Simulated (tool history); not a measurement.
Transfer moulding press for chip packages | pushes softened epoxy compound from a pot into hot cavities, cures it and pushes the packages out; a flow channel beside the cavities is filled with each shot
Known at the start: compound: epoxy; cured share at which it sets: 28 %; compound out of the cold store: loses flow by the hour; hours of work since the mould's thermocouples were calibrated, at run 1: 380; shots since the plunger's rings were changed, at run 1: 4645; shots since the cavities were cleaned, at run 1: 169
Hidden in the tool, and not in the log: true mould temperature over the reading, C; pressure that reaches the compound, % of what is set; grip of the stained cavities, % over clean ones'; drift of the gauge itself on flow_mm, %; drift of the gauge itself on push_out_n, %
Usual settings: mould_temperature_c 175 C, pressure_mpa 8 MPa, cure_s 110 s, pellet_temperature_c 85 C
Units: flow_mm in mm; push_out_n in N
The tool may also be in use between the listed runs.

| run | hour | mould_temperature_c | pressure_mpa | cure_s | pellet_temperature_c | hours of work since the mould's thermocouples were calibrated | shots since the plunger's rings were changed | shots since the cavities were cleaned | incoming compound's hours out of the cold store | flow_mm | push_out_n |
|---|---|---|---|---|---|---|---|---|---|---|---|
| 1 | 0 | 175 | 8 | 110 | 85 | 380 | 4645 | 169 | 11.1 | 528 | 402 |
| 2 | 27.4 | 175 | 8 | 110 | 85 | 401 | 4995 | 519 | 19.2 | 504 | 473 |
|  | 48.4 | plunger's sealing rings changed |
|  | 55.9 | cavities cleaned with cleaning compound and waxed |
| 3 | 69 | 175 | 8 | 110 | 85 | 430 | 243 | 166 | 14.6 | 573 | 420 |
| 4 | 105.1 | 175 | 8 | 110 | 85 | 458 | 704 | 627 | 47.5 | 507 | 488 |
|  | 124.2 | cavities cleaned with cleaning compound and waxed |
| 5 | 141.2 | 175 | 8 | 110 | 85 | 485 | 1146 | 217 | 15.4 | 575 | 433 |
| 6 | 162.3 | 175 | 8 | 110 | 85 | 501 | 1416 | 487 | 45.2 | 515 | 473 |
|  | 192.2 | cavities cleaned with cleaning compound and waxed |
| 7 | 194 | 175 | 8 | 110 | 85 | 525 | 1801 | 23 | 14.4 | 563 | 375 |
|  | 226.8 | mould's thermocouples calibrated |
| 8 | 230.2 | 175 | 8 | 110 | 85 | 3 | 2238 | 460 | 28.2 | 515 | 449 |
|  | 260.1 | cavities cleaned with cleaning compound and waxed |
| 9 | 263.6 | 175 | 8 | 110 | 85 | 27 | 2645 | 44 | 44.9 | 492 | 360 |
| 10 | 284.5 | 175 | 8 | 110 | 85 | 43 | 2912 | 311 | 19.8 | 527 | 426 |
| 11 | 319.8 | 175 | 8 | 110 | 85 | 71 | 3363 | 762 | 25.9 | 515 | 488 |
|  | 326 | cavities cleaned with cleaning compound and waxed |
| 12 | 337.4 | 175 | 8 | 110 | 85 | 83 | 3569 | 147 | 11.6 | 541 | 386 |
| 13 | 369 | 170 | 6.9 | 107 | 85 | 108 | 3972 | 550 | 36.3 | 467 | 646 |
|  | 393.6 | cavities cleaned with cleaning compound and waxed |
| 14 | 403 | 183 | 9.25 | 107 | 85 | 133 | 4387 | 120 | 17.8 | 541 | 328 |
| 15 | 440 | 167 | 6.63 | 107 | 85 | 161 | 4860 | 593 | 34.9 | 450 | 835 |
|  | 459.8 | cavities cleaned with cleaning compound and waxed |
|  | 474.3 | plunger's sealing rings changed |
| 16 | 478.5 | 179 | 6.63 | 111 | 89 | 188 | 54 | 207 | 29.6 | 482 | 372 |
| 17 | 497.4 | 179 | 6.63 | 139 | 89 | 203 | 296 | 449 | 14.2 | 512 | 379 |
| 18 | 515.6 | 179 | 6.63 | 97 | 81 | 217 | 528 | 681 | 38.5 | 458 | 465 |
|  | 527.7 | cavities cleaned with cleaning compound and waxed |
| 19 | 549.1 | 175 | 8.97 | 110 | 85 | 242 | 937 | 275 | 32.9 | 554 | 427 |

3 ways to go on from here, each from the tool as it stands after run 19. What would each give?
| A | 578.2 | 175 | 8.97 | 110 | 84 | 264 | 1308 | 646 | 38.6 | ? | ? |
| B | 578.2 | 175 | 7.25 | 118 | 82 | 264 | 1308 | 646 | 9.8 | ? | ? |
| C | 578.2 | 175 | 8.8 | 110 | 85 | 264 | 1308 | 646 | 41.2 | ? | ? |

| run | flow_mm | push_out_n |
|---|---|---|
| A | 544 | 493 |
| B | 542 | 464 |
| C | 533 | 476 |
Without the tool's hidden state the same runs would have given:
| run | flow_mm | push_out_n |
|---|---|---|
| A | 558 | 343 |
| B | 555 | 323 |
| C | 547 | 331 |
